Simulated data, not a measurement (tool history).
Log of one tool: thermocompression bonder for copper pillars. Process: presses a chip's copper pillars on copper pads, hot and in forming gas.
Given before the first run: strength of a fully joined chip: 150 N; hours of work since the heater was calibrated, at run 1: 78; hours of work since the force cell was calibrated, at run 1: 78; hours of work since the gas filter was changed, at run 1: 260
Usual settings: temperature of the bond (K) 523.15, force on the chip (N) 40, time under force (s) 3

run	hour	temperature of the bond (K)	force on the chip (N)	time under force (s)	hours of work since the heater was calibrated	hours of work since the force cell was calibrated	hours of work since the gas filter was changed	force that shears a chip off (N)
1	0	523.15	40	3	78	78	260	93
2	70.5	523.15	40	3	115	115	298	94.4
3	112.5	523.15	40	3	138	138	320	91.2
4	150.2	523.15	40	3	158	158	340	90.2
5	198	523.15	40	3	184	184	366	89.8
6	232.6	523.15	40	3	202	202	384	89.6
7	269.3	523.15	40	3	222	222	404	90.1
8	298.7	523.15	40	3	238	238	420	92.8
# hour 317.7: forming gas filter changed
9	354.3	523.15	40	3	267	267	20	95.6
10	417.5	523.15	40	3	301	301	53	93.8
11	447.5	523.15	40	3	317	317	69	95.2
12	515.8	523.15	40	3	354	354	106	95.7
13	564.7	523.15	40	3	380	380	132	93.6
14	611.3	523.15	40	3	405	405	157	92.6
15	668.2	523.15	40	3	435	435	188	93.2
# hour 675.5: force cell calibrated
16	736.1	551.15	36	3	471	32	223	120.3
17	800.8	551.15	36	3	505	67	258	116.7
18	846.1	551.15	36	3	530	91	282	118.9
19	877.9	551.15	36	3	547	108	299	120.3
# hour 883: force cell calibrated, once more
20	921.2	523.15	45	9	569	20	322	119.8
21	962.5	523.15	45	9	591	43	344	122
22	1014.5	534.15	39	5	619	70	372	111.4
23	1079.5	534.15	39	5	654	105	406	111
# hour 1122: forming gas filter changed
24	1141	534.15	35	5	687	138	10	111
25	1173.7	514.15	40	2	704	155	28	68.7
26	1203.1	512.15	40	9	720	171	43	104.7
27	1269.3	512.15	40	9	755	207	79	105.6
28	1333.5	517.15	55	2	790	241	113	86.8
29	1367.8	551.15	32	5	808	259	132	124

Forecast each of these 3 alternatives for the next run:
A	1429.5	494.15	45	3	841	292	165	?
B	1429.5	533.15	51	3	841	292	165	?
C	1429.5	539.15	40	6	841	292	165	?

run	force that shears a chip off (N)
A	56.6
B	111.2
C	123
With no hidden state in the tool, these same runs would have given:
run	force that shears a chip off (N)
A	66.7
B	121.3
C	131.8

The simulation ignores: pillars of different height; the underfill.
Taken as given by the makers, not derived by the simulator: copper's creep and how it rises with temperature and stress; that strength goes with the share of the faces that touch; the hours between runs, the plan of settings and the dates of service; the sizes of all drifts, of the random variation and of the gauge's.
